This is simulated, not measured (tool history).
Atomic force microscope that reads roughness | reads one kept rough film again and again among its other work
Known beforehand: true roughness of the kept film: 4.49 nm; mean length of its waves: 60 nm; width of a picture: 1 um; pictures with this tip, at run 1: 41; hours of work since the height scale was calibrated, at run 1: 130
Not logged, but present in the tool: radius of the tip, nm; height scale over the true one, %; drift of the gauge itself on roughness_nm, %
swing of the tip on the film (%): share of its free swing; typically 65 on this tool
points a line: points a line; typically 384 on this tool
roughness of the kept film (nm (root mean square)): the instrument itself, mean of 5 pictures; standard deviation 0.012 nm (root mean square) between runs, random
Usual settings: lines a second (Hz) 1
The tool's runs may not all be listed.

run	day	lines a second (Hz)	swing of the tip on the film (%)	points a line	pictures with this tip	hours of work since the height scale was calibrated	roughness of the kept film (nm (root mean square))
1	0	1	65	384	41	130	4.129
2	0.804	1	65	384	68	140	4.141
3	1.379	1	65	384	87	147	4.144
4	1.9	1.52	65	384	105	154	4.039
5	3.038	1.52	65	384	144	168	4.051
6	3.692	1	65	384	166	177	4.131
7	4.417	1	65	384	190	186	4.139
8	5.1	1	65	384	213	195	4.144
9	5.971	1	65	384	243	206	4.134
10	6.771	1	65	943	270	216	4.131
11	7.304	3.81	65	384	288	223	3.664
12	8.121	3.81	65	384	316	233	3.664
13	8.625	1	65	384	333	240	4.141
14	9.688	1	65	677	369	254	4.137
# day 10.388: new tip fitted
15	10.575	1	65	677	6	265	4.14
16	11.667	1	65	677	43	279	4.139
17	12.554	1	65	677	73	290	4.147
18	13.662	1	65	677	111	304	4.137
19	14.275	1	65	677	131	312	4.165
20	14.933	1	88	384	153	320	3.753
21	16.062	0.57	65	384	192	335	4.214
22	16.583	0.57	65	384	209	341	4.218
23	17.462	2.52	71	917	239	353	3.704
24	18.229	1.12	67	626	265	363	4.102

Run 25 comes next. What will it give?
25	18.825	1.48	65	341	285	370	?

{"run 25": {"roughness of the kept film (nm (root mean square))": 4.051}}
With no hidden state in the tool, this same run would have given roughness of the kept film (nm (root mean square)) 4.059.
